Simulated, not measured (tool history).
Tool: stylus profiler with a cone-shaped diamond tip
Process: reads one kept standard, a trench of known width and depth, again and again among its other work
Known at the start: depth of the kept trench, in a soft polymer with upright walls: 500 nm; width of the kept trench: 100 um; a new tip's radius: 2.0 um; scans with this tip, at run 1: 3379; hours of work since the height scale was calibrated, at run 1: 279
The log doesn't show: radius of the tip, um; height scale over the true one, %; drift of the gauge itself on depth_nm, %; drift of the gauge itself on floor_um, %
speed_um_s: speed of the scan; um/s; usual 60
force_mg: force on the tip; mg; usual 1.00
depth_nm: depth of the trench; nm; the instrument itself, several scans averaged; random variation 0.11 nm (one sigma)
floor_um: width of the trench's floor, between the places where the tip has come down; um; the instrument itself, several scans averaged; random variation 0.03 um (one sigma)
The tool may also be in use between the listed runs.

run,day,speed_um_s,force_mg,scans with this tip,hours of work since the height scale was calibrated,depth_nm,floor_um
1,0.000,60,1.00,3379,279,504.58,96.69
2,0.433,60,1.00,3452,285,504.87,96.64
3,1.150,54,1.00,3575,295,504.81,96.67
4,1.483,54,0.56,3632,300,503.42,96.57
5,1.812,54,0.56,3688,304,503.48,96.62
6,2.529,54,0.56,3811,315,503.42,96.56
7,3.233,59,1.00,3931,324,505.04,96.62
8,3.833,60,1.00,4034,333,504.86,96.59
9,4.562,60,1.00,4158,343,504.97,96.60
10,4.983,60,1.00,4230,349,504.78,96.58
11,5.529,60,1.00,4323,357,504.84,96.60
12,6.021,60,0.65,4407,364,503.84,96.49
13,6.771,220,1.00,4535,374,504.92,95.88
14,7.096,220,1.00,4590,379,504.85,95.91
# day 7.162: height scale calibrated on a step standard
15,7.783,167,0.41,4705,9,503.27,95.78
16,8.321,167,0.41,4796,16,503.35,95.79
17,9.029,16,0.42,4918,26,503.23,96.63
18,9.529,118,1.65,5003,33,506.88,96.41
19,9.850,118,0.68,5058,38,504.08,96.21
20,10.183,167,1.00,5115,43,505.38,96.06
21,10.858,167,1.00,5230,52,505.16,96.06
# day 11.129: height scale calibrated on a step standard, once more
22,11.208,112,1.12,5286,1,504.57,96.33
23,11.942,185,1.00,5411,11,504.30,95.98
24,12.600,217,0.56,5524,21,502.78,95.63
25,13.238,217,0.56,5633,30,502.94,95.57
26,13.925,217,0.56,5750,39,502.83,95.59

Forecast each of these 4 alternatives for the next run:
A,14.462,72,0.47,5842,47,?,?
B,14.462,55,2.00,5842,47,?,?
C,14.462,16,0.52,5842,47,?,?
D,14.462,217,1.86,5842,47,?,?

run,depth_nm,floor_um
A,502.57,96.23
B,506.80,96.47
C,502.66,96.52
D,506.59,96.05
Without the tool's hidden state the same runs would have given:
run,depth_nm,floor_um
A,502.53,96.95
B,506.75,97.19
C,502.62,97.24
D,506.54,96.77
